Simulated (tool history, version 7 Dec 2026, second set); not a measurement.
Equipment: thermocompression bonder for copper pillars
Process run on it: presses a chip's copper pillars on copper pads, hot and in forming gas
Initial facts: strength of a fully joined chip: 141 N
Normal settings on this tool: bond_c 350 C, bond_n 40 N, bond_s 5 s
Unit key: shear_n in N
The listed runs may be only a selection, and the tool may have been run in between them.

run 1 hour=0 | bond_c=350 bond_n=40 bond_s=5 | shear_n=99.6
run 2 hour=9.1 | bond_c=350 bond_n=40 bond_s=5 | shear_n=99.1
run 3 hour=28.8 | bond_c=324 bond_n=40 bond_s=5 | shear_n=78.3
run 4 hour=40.5 | bond_c=350 bond_n=40 bond_s=5 | shear_n=100.1
run 5 hour=50.1 | bond_c=350 bond_n=40 bond_s=5 | shear_n=99.7
run 6 hour=59.6 | bond_c=350 bond_n=40 bond_s=5 | shear_n=98.9
run 7 hour=74.1 | bond_c=350 bond_n=40 bond_s=5 | shear_n=99.8
run 8 hour=89.9 | bond_c=346 bond_n=40 bond_s=5 | shear_n=96.7
run 9 hour=101.6 | bond_c=350 bond_n=40 bond_s=3 | shear_n=86.1
run 10 hour=110.2 | bond_c=350 bond_n=40 bond_s=3 | shear_n=86
run 11 hour=128.3 | bond_c=350 bond_n=40 bond_s=3 | shear_n=86.2
run 12 hour=146.4 | bond_c=350 bond_n=40 bond_s=5 | shear_n=99.1
run 13 hour=156.5 | bond_c=350 bond_n=40 bond_s=5 | shear_n=99.2
run 14 hour=173.3 | bond_c=350 bond_n=40 bond_s=5 | shear_n=99.4
run 15 hour=191.9 | bond_c=364 bond_n=40 bond_s=5 | shear_n=108.3
run 16 hour=210.3 | bond_c=350 bond_n=40 bond_s=5 | shear_n=98.7
run 17 hour=225.5 | bond_c=350 bond_n=40 bond_s=5 | shear_n=98.9
run 18 hour=237.2 | bond_c=350 bond_n=40 bond_s=5 | shear_n=99.1
run 19 hour=257.2 | bond_c=350 bond_n=40 bond_s=5 | shear_n=99.1
run 20 hour=273.8 | bond_c=350 bond_n=40 bond_s=5 | shear_n=98.5
run 21 hour=294.2 | bond_c=350 bond_n=40 bond_s=5 | shear_n=99
run 22 hour=312.2 | bond_c=350 bond_n=33 bond_s=5 | shear_n=89.1
run 23 hour=325 | bond_c=350 bond_n=26 bond_s=5 | shear_n=76.6
run 24 hour=335.5 | bond_c=377 bond_n=49 bond_s=14 | shear_n=135
run 25 hour=347 | bond_c=340 bond_n=42 bond_s=14 | shear_n=117
run 26 hour=364.3 | bond_c=340 bond_n=42 bond_s=14 | shear_n=117.6
run 27 hour=375.7 | bond_c=359 bond_n=40 bond_s=7 | shear_n=113.4
run 28 hour=394 | bond_c=324 bond_n=29 bond_s=5 | shear_n=62.6
run 29 hour=406.4 | bond_c=350 bond_n=40 bond_s=8 | shear_n=110
run 30 hour=424.7 | bond_c=343 bond_n=40 bond_s=8 | shear_n=104.9
run 31 hour=439.2 | bond_c=356 bond_n=34 bond_s=9 | shear_n=108.4
run 32 hour=456.5 | bond_c=368 bond_n=39 bond_s=6 | shear_n=113.7
run 33 hour=471.3 | bond_c=369 bond_n=40 bond_s=7 | shear_n=118.3
run 34 hour=483.7 | bond_c=369 bond_n=28 bond_s=14 | shear_n=117.9
run 35 hour=502.8 | bond_c=369 bond_n=28 bond_s=14 | shear_n=117.8
run 36 hour=513.6 | bond_c=369 bond_n=28 bond_s=14 | shear_n=117.4
run 37 hour=527.7 | bond_c=353 bond_n=52 bond_s=6 | shear_n=115.6
run 38 hour=538.4 | bond_c=353 bond_n=52 bond_s=6 | shear_n=116.1
run 39 hour=557.9 | bond_c=324 bond_n=33 bond_s=6 | shear_n=72.5

Below, some changes in shear_n between adjacent runs. For each, the amount present without the hidden state too (settings, incoming material, random variation) and the amount remaining for the hidden state with gauge scatter not shared by both compared results:
The hidden state here: true temperature of the bond over the reading, C; force that reaches the chip, % of what is set; oxide that the forming gas leaves, % of the face; drift of the gauge itself on shear_n, %.
Run 23 -> 24: bond_c 350 -> 377, bond_n 26 -> 49, bond_s 5 -> 14. shear_n +58.4 N: hidden state -2.2, all else +60.6.
Run 24 -> 25: bond_c 377 -> 340, bond_n 49 -> 42. shear_n -18 N: hidden state +1.4, all else -19.4.
Run 27 -> 28: bond_c 359 -> 324, bond_n 40 -> 29, bond_s 7 -> 5. shear_n -50.8 N: hidden state +0.9, all else -51.7.
Run 28 -> 29: bond_c 324 -> 350, bond_n 29 -> 40, bond_s 5 -> 8. shear_n +47.4 N: hidden state -0.9, all else +48.3.
Run 38 -> 39: bond_c 353 -> 324, bond_n 52 -> 33. shear_n -43.6 N: hidden state +1.5, all else -45.1.
